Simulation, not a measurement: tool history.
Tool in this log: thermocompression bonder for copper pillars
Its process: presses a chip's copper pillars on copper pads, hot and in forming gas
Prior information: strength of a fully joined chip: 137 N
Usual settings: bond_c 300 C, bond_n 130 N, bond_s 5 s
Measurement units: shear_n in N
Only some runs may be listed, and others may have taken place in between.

run	hour	bond_c	bond_n	bond_s	shear_n
1	0	300	130	5	72.7
2	28.5	300	130	5	72.3
3	60.5	300	130	5	72.6
4	91.2	300	130	5	72.5
5	120.6	300	161	5	79.6
6	147.6	300	161	5	79.4
7	167.8	325	130	5	86.3
8	191.8	325	130	5	85.9
9	211.4	300	130	5	72
10	241.7	319	130	5	82.6
11	255.4	319	130	5	82.7
# hour 258.3: forming gas filter changed
12	287.6	300	130	4	67.6
13	312	300	126	5	70.9
14	329.1	300	130	5	72.6
15	344.7	300	130	5	73
16	368.5	300	130	5	72.4
17	386	300	130	5	72.9
18	405.8	300	130	5	73
19	423.2	300	130	5	72.8
20	440.5	300	130	5	72.7
21	454.4	300	130	5	72.5
22	482.7	300	130	5	72.6
23	509.8	300	130	5	72.9

Estimate the outcome of run 24 from the log above:
24	526.1	282	83	3	?

Run 24 yielded shear_n 40.9 N.
The same run, on a tool lacking any hidden state, would have yielded shear_n 40.9 N.
